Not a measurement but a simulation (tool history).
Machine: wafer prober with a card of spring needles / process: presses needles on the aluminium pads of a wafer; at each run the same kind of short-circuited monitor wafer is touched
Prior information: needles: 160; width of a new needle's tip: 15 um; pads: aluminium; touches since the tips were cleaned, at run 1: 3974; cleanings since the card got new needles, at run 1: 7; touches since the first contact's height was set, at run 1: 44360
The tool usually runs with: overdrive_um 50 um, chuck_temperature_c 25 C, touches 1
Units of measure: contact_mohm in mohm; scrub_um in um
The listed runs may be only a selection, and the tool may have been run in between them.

run,hour,overdrive_um,chuck_temperature_c,touches,touches since the tips were cleaned,cleanings since the card got new needles,touches since the first contact's height was set,contact_mohm,scrub_um
1,0,50,25,1,3974,7,44360,316,7.79
# hour 3.5: tips cleaned on abrasive film
2,5.8,50,25,1,1297,8,47595,359,7.76
# hour 13.8: tips cleaned on abrasive film
3,16.1,50,25,2,1314,9,53485,267,7.78
4,23.1,50,25,1,5312,9,57483,330,7.88
# hour 23.8: tips cleaned on abrasive film
5,31.2,50,25,2,4253,10,62068,294,7.82
# hour 34.1: tips cleaned on abrasive film
6,36.8,61,25,1,1555,11,65204,266,9.58
# hour 41.5: tips cleaned on abrasive film, once more
7,42.7,61,25,2,632,12,68487,254,9.66
8,50.8,41,25,1,5306,12,73161,371,6.34
# hour 51.6: tips cleaned on abrasive film
9,60.3,34,35,1,4977,13,78531,422,5.24
# hour 62: tips cleaned on abrasive film
10,67.4,34,35,1,3085,14,82510,379,5.24
# hour 72.6: tips cleaned on abrasive film
11,76.8,31,25,1,2411,15,87886,388,4.65
# hour 82.5: tips cleaned on abrasive film
12,85.5,36,54,1,1679,16,92756,338,5.53
13,90.2,36,105,1,4398,16,95475,408,5.53

What if the next run were any one of these 3? Each begins from the tool's condition after run 13:
# hour 92.6: tips cleaned on abrasive film
A,97.3,31,113,1,2708,17,99471,?,?
# hour 92.6: tips cleaned on abrasive film
B,97.3,40,85,2,2708,17,99471,?,?
# hour 92.6: tips cleaned on abrasive film
C,97.3,45,32,2,2708,17,99471,?,?

run,contact_mohm,scrub_um
A,397,4.63
B,308,6.24
C,288,7.11
With no hidden state in the tool, these same runs would have given:
run,contact_mohm,scrub_um
A,270,4.9
B,258,6.51
C,244,7.38
